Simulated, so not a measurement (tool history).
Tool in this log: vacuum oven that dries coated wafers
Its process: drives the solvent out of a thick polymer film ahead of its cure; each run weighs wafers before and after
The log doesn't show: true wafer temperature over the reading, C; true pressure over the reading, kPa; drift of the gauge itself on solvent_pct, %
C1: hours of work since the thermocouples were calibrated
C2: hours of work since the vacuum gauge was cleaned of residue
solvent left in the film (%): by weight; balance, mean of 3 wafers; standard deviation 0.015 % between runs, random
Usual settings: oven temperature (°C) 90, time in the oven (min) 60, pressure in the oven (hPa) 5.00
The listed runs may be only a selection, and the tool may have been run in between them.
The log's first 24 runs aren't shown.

{"run": 25, "hour": 476.1, "oven temperature (°C)": 85, "time in the oven (min)": 72, "pressure in the oven (hPa)": 6.51, "C1": 909, "C2": 420, "solvent left in the film (%)": 1.84}
{"run": 26, "hour": 500.2, "oven temperature (°C)": 96, "time in the oven (min)": 31, "pressure in the oven (hPa)": 6.51, "C1": 921, "C2": 431, "solvent left in the film (%)": 2.9}
{"run": 27, "hour": 523.3, "oven temperature (°C)": 96, "time in the oven (min)": 31, "pressure in the oven (hPa)": 11.0, "C1": 932, "C2": 443, "solvent left in the film (%)": 3.01}
{"run": 28, "hour": 543.9, "oven temperature (°C)": 104, "time in the oven (min)": 31, "pressure in the oven (hPa)": 11.0, "C1": 942, "C2": 453, "solvent left in the film (%)": 1.74}
{"run": 29, "hour": 563.5, "oven temperature (°C)": 101, "time in the oven (min)": 100, "pressure in the oven (hPa)": 3.14, "C1": 952, "C2": 462, "solvent left in the film (%)": 0.12}
{"run": 30, "hour": 578.2, "oven temperature (°C)": 101, "time in the oven (min)": 100, "pressure in the oven (hPa)": 3.14, "C1": 959, "C2": 470, "solvent left in the film (%)": 0.12}
{"run": 31, "hour": 600.9, "oven temperature (°C)": 90, "time in the oven (min)": 36, "pressure in the oven (hPa)": 3.47, "C1": 970, "C2": 481, "solvent left in the film (%)": 3.32}
{"run": 32, "hour": 614.2, "oven temperature (°C)": 90, "time in the oven (min)": 102, "pressure in the oven (hPa)": 10.29, "C1": 977, "C2": 487, "solvent left in the film (%)": 0.76}
{"run": 33, "hour": 632.8, "oven temperature (°C)": 78, "time in the oven (min)": 35, "pressure in the oven (hPa)": 2.93, "C1": 986, "C2": 496, "solvent left in the film (%)": 5.84}
{"run": 34, "hour": 656.6, "oven temperature (°C)": 90, "time in the oven (min)": 43, "pressure in the oven (hPa)": 8.38, "C1": 997, "C2": 508, "solvent left in the film (%)": 2.81}
{"run": 35, "hour": 668.6, "oven temperature (°C)": 95, "time in the oven (min)": 49, "pressure in the oven (hPa)": 11.45, "C1": 1003, "C2": 514, "solvent left in the film (%)": 1.68}
{"run": 36, "hour": 693.5, "oven temperature (°C)": 86, "time in the oven (min)": 96, "pressure in the oven (hPa)": 3.28, "C1": 1015, "C2": 526, "solvent left in the film (%)": 0.87}
{"run": 37, "hour": 718.5, "oven temperature (°C)": 86, "time in the oven (min)": 96, "pressure in the oven (hPa)": 3.28, "C1": 1028, "C2": 538, "solvent left in the film (%)": 0.88}
{"run": 38, "hour": 744.1, "oven temperature (°C)": 101, "time in the oven (min)": 47, "pressure in the oven (hPa)": 2.72, "C1": 1040, "C2": 551, "solvent left in the film (%)": 0.84}

Predict each of these 3 candidate next runs independently; none follows another, all start after run 38:
{"run": "A", "hour": 771.4, "oven temperature (°C)": 101, "time in the oven (min)": 39, "pressure in the oven (hPa)": 14.63, "C1": 1054, "C2": 564, "solvent left in the film (%)": "?"}
{"run": "B", "hour": 771.4, "oven temperature (°C)": 87, "time in the oven (min)": 63, "pressure in the oven (hPa)": 2.85, "C1": 1054, "C2": 564, "solvent left in the film (%)": "?"}
{"run": "C", "hour": 771.4, "oven temperature (°C)": 90, "time in the oven (min)": 46, "pressure in the oven (hPa)": 5.0, "C1": 1054, "C2": 564, "solvent left in the film (%)": "?"}

run=A solvent_left_in_the_film_(%)=1.57
run=B solvent_left_in_the_film_(%)=1.79
run=C solvent_left_in_the_film_(%)=2.42
With the hidden condition removed and each run's random variation left untouched, the same runs would have given:
run=A solvent_left_in_the_film_(%)=1.67
run=B solvent_left_in_the_film_(%)=1.89
run=C solvent_left_in_the_film_(%)=2.55
